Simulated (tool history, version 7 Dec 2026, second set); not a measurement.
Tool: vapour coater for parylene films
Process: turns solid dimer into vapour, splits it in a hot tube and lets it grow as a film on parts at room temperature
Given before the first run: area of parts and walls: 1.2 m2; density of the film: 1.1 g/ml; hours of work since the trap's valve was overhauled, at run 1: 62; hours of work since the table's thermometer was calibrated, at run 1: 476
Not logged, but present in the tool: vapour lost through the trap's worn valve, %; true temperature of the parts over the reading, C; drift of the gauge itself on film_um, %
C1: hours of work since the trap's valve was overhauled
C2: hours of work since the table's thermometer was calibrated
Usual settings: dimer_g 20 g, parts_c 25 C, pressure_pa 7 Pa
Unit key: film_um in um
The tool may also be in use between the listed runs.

{"run": 1, "hour": 0.0, "dimer_g": 20, "parts_c": 25, "pressure_pa": 7, "C1": 62, "C2": 476, "film_um": 8.22}
{"run": 2, "hour": 11.9, "dimer_g": 20, "parts_c": 25, "pressure_pa": 6.35, "C1": 69, "C2": 483, "film_um": 8.36}
{"run": 3, "hour": 23.4, "dimer_g": 20, "parts_c": 25, "pressure_pa": 6.35, "C1": 76, "C2": 490, "film_um": 8.41}
{"run": 4, "hour": 33.7, "dimer_g": 20, "parts_c": 25, "pressure_pa": 7, "C1": 83, "C2": 497, "film_um": 8.16}
{"run": 5, "hour": 47.7, "dimer_g": 20, "parts_c": 25, "pressure_pa": 7, "C1": 91, "C2": 505, "film_um": 8.11}
{"run": 6, "hour": 63.5, "dimer_g": 20, "parts_c": 25, "pressure_pa": 7, "C1": 101, "C2": 515, "film_um": 8.24}
{"run": 7, "hour": 74.9, "dimer_g": 20, "parts_c": 25, "pressure_pa": 7, "C1": 108, "C2": 522, "film_um": 8.17}
{"run": 8, "hour": 91.5, "dimer_g": 26, "parts_c": 25, "pressure_pa": 7, "C1": 118, "C2": 532, "film_um": 10.59}
{"run": 9, "hour": 104.7, "dimer_g": 26, "parts_c": 25, "pressure_pa": 7, "C1": 127, "C2": 541, "film_um": 10.55}
{"run": 10, "hour": 120.5, "dimer_g": 20, "parts_c": 25, "pressure_pa": 11.18, "C1": 136, "C2": 550, "film_um": 7.33}
{"run": 11, "hour": 139.0, "dimer_g": 20, "parts_c": 26, "pressure_pa": 7, "C1": 148, "C2": 562, "film_um": 7.98}
{"run": 12, "hour": 155.2, "dimer_g": 20, "parts_c": 26, "pressure_pa": 7, "C1": 158, "C2": 572, "film_um": 8}
{"run": 13, "hour": 174.3, "dimer_g": 20, "parts_c": 26, "pressure_pa": 7, "C1": 170, "C2": 584, "film_um": 7.92}
{"run": 14, "hour": 195.6, "dimer_g": 20, "parts_c": 25, "pressure_pa": 7, "C1": 183, "C2": 597, "film_um": 8.18}
{"run": 15, "hour": 210.6, "dimer_g": 20, "parts_c": 25, "pressure_pa": 7, "C1": 192, "C2": 606, "film_um": 8.16}
{"run": 16, "hour": 221.2, "dimer_g": 20, "parts_c": 25, "pressure_pa": 7, "C1": 199, "C2": 613, "film_um": 8.17}
{"run": 17, "hour": 242.8, "dimer_g": 20, "parts_c": 25, "pressure_pa": 7, "C1": 212, "C2": 626, "film_um": 8.13}
{"run": 18, "hour": 264.4, "dimer_g": 30, "parts_c": 24, "pressure_pa": 6.49, "C1": 225, "C2": 639, "film_um": 12.84}
{"run": 19, "hour": 274.3, "dimer_g": 24, "parts_c": 29, "pressure_pa": 7, "C1": 232, "C2": 646, "film_um": 8.8}
{"run": 20, "hour": 296.7, "dimer_g": 20, "parts_c": 24, "pressure_pa": 7, "C1": 245, "C2": 659, "film_um": 8.36}
{"run": 21, "hour": 316.6, "dimer_g": 9, "parts_c": 32, "pressure_pa": 2.25, "C1": 258, "C2": 672, "film_um": 3.96}
{"run": 22, "hour": 335.5, "dimer_g": 29, "parts_c": 25, "pressure_pa": 4.75, "C1": 269, "C2": 684, "film_um": 12.92}
{"run": 23, "hour": 351.8, "dimer_g": 29, "parts_c": 25, "pressure_pa": 4.75, "C1": 280, "C2": 694, "film_um": 12.76}
{"run": 24, "hour": 363.1, "dimer_g": 19, "parts_c": 28, "pressure_pa": 4.33, "C1": 287, "C2": 701, "film_um": 8.09}
{"run": 25, "hour": 381.1, "dimer_g": 18, "parts_c": 25, "pressure_pa": 3.5, "C1": 298, "C2": 712, "film_um": 8.5}
{"run": 26, "hour": 400.4, "dimer_g": 18, "parts_c": 25, "pressure_pa": 3.5, "C1": 310, "C2": 724, "film_um": 8.6}
{"run": 27, "hour": 422.2, "dimer_g": 18, "parts_c": 25, "pressure_pa": 3.5, "C1": 323, "C2": 737, "film_um": 8.53}
{"run": 28, "hour": 439.6, "dimer_g": 17, "parts_c": 17, "pressure_pa": 2.1, "C1": 334, "C2": 748, "film_um": 11.11}
{"run": 29, "hour": 454.4, "dimer_g": 9, "parts_c": 19, "pressure_pa": 2.26, "C1": 343, "C2": 757, "film_um": 5.47}
{"run": 30, "hour": 469.3, "dimer_g": 9, "parts_c": 35, "pressure_pa": 8.76, "C1": 352, "C2": 766, "film_um": 2.76}
{"run": 31, "hour": 489.4, "dimer_g": 34, "parts_c": 25, "pressure_pa": 3.22, "C1": 365, "C2": 779, "film_um": 16.56}
{"run": 32, "hour": 508.5, "dimer_g": 17, "parts_c": 23, "pressure_pa": 5.58, "C1": 377, "C2": 791, "film_um": 7.73}
{"run": 33, "hour": 529.9, "dimer_g": 20, "parts_c": 30, "pressure_pa": 11.12, "C1": 390, "C2": 804, "film_um": 6.47}
{"run": 34, "hour": 543.5, "dimer_g": 20, "parts_c": 30, "pressure_pa": 11.12, "C1": 398, "C2": 812, "film_um": 6.51}

Forecast each of these 5 alternatives for the next run:
{"run": "A", "hour": 554.1, "dimer_g": 20, "parts_c": 29, "pressure_pa": 7, "C1": 405, "C2": 819, "film_um": "?"}
{"run": "B", "hour": 554.1, "dimer_g": 11, "parts_c": 21, "pressure_pa": 7, "C1": 405, "C2": 819, "film_um": "?"}
{"run": "C", "hour": 554.1, "dimer_g": 20, "parts_c": 17, "pressure_pa": 11.12, "C1": 405, "C2": 819, "film_um": "?"}
{"run": "D", "hour": 554.1, "dimer_g": 33, "parts_c": 22, "pressure_pa": 3.87, "C1": 405, "C2": 819, "film_um": "?"}
{"run": "E", "hour": 554.1, "dimer_g": 9, "parts_c": 26, "pressure_pa": 6.73, "C1": 405, "C2": 819, "film_um": "?"}

run=A film_um=7.49
run=B film_um=5.04
run=C film_um=8.99
run=D film_um=16.4
run=E film_um=3.62
Without the tool's unlogged condition, the same runs would have read:
run=A film_um=7.53
run=B film_um=5.07
run=C film_um=9.04
run=D film_um=16.49
run=E film_um=3.64
